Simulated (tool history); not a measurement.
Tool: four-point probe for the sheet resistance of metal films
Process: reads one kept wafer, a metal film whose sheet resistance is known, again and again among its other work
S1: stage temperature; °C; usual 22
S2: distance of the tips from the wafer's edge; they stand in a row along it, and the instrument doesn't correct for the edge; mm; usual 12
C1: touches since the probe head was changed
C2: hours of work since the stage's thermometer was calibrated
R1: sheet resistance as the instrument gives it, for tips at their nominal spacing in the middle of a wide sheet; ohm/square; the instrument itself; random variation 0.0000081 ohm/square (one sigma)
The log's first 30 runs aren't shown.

{"run": 31, "hour": 888.6, "S1": 29, "S2": 37, "C1": 35680, "C2": 44, "R1": 0.040042}
{"run": 32, "hour": 910.9, "S1": 21, "S2": 10, "C1": 36181, "C2": 54, "R1": 0.040448}
{"run": 33, "hour": 928.5, "S1": 21, "S2": 10, "C1": 36578, "C2": 61, "R1": 0.040437}
{"run": 34, "hour": 952.3, "S1": 21, "S2": 10, "C1": 37114, "C2": 71, "R1": 0.040447}
{"run": 35, "hour": 978.6, "S1": 21, "S2": 10, "C1": 37703, "C2": 82, "R1": 0.040437}
{"run": 36, "hour": 1017.8, "S1": 19, "S2": 23, "C1": 38584, "C2": 99, "R1": 0.040483}
{"run": 37, "hour": 1052.4, "S1": 19, "S2": 36, "C1": 39363, "C2": 113, "R1": 0.040488}
{"run": 38, "hour": 1072.0, "S1": 27, "S2": 8, "C1": 39804, "C2": 122, "R1": 0.040197}
{"run": 39, "hour": 1091.2, "S1": 18, "S2": 14, "C1": 40234, "C2": 130, "R1": 0.04054}

Forecast each of these 3 alternatives for the next run:
{"run": "A", "hour": 1108.2, "S1": 19, "S2": 42, "C1": 40618, "C2": 137, "R1": "?"}
{"run": "B", "hour": 1108.2, "S1": 31, "S2": 30, "C1": 40618, "C2": 137, "R1": "?"}
{"run": "C", "hour": 1108.2, "S1": 19, "S2": 4, "C1": 40618, "C2": 137, "R1": "?"}

run=A R1=0.040490
run=B R1=0.039958
run=C R1=0.040818
Without the tool's hidden state the same runs would have given:
run=A R1=0.040792
run=B R1=0.040256
run=C R1=0.041123
